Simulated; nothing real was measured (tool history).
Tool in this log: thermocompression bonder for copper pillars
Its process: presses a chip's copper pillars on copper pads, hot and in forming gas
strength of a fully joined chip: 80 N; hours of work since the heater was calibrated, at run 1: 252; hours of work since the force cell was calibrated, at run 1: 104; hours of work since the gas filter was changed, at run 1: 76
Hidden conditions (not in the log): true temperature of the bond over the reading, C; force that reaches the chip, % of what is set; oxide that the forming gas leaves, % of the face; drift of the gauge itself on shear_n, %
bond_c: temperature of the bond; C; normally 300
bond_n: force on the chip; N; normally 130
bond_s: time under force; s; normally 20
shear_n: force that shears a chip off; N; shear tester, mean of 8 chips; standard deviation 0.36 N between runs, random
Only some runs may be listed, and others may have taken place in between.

| run | hour | bond_c | bond_n | bond_s | hours of work since the heater was calibrated | hours of work since the force cell was calibrated | hours of work since the gas filter was changed | shear_n |
|---|---|---|---|---|---|---|---|---|
| 1 | 0 | 300 | 130 | 20 | 252 | 104 | 76 | 36.5 |
| 2 | 38.9 | 300 | 91 | 20 | 269 | 121 | 94 | 29.5 |
| 3 | 70.1 | 300 | 91 | 20 | 283 | 135 | 108 | 29 |
| 4 | 94.5 | 300 | 91 | 20 | 294 | 146 | 119 | 30 |
| 5 | 114.8 | 300 | 91 | 20 | 303 | 155 | 128 | 29.3 |
| 6 | 133.9 | 300 | 91 | 20 | 312 | 164 | 136 | 29.6 |
|  | 137.1 | force cell calibrated |
| 7 | 156.4 | 300 | 141 | 20 | 321 | 9 | 146 | 36.9 |
| 8 | 174 | 300 | 96 | 20 | 329 | 17 | 154 | 29.8 |
| 9 | 206.5 | 300 | 96 | 20 | 344 | 31 | 168 | 30 |
| 10 | 232.4 | 303 | 176 | 37 | 355 | 43 | 180 | 51.4 |
| 11 | 271.6 | 281 | 105 | 25 | 373 | 60 | 197 | 28.6 |
| 12 | 308.5 | 324 | 105 | 25 | 389 | 77 | 214 | 41.7 |
| 13 | 337 | 300 | 99 | 21 | 402 | 90 | 227 | 31.5 |
|  | 352 | force cell calibrated, once more |
| 14 | 364 | 305 | 187 | 26 | 414 | 5 | 238 | 48.6 |
|  | 379 | forming gas filter changed |
| 15 | 402.3 | 283 | 84 | 17 | 431 | 22 | 10 | 22.9 |
| 16 | 420.6 | 280 | 116 | 30 | 439 | 30 | 19 | 34.3 |

Run 17, settings as shown, results not yet in. Your forecast:
| 17 | 441.3 | 280 | 116 | 30 | 448 | 40 | 28 | ? |

{"run 17": {"shear_n": 34.2}}
Take away the tool's hidden state, keep the run-to-run variation as it was, and the same run would have given shear_n 33.2 N.
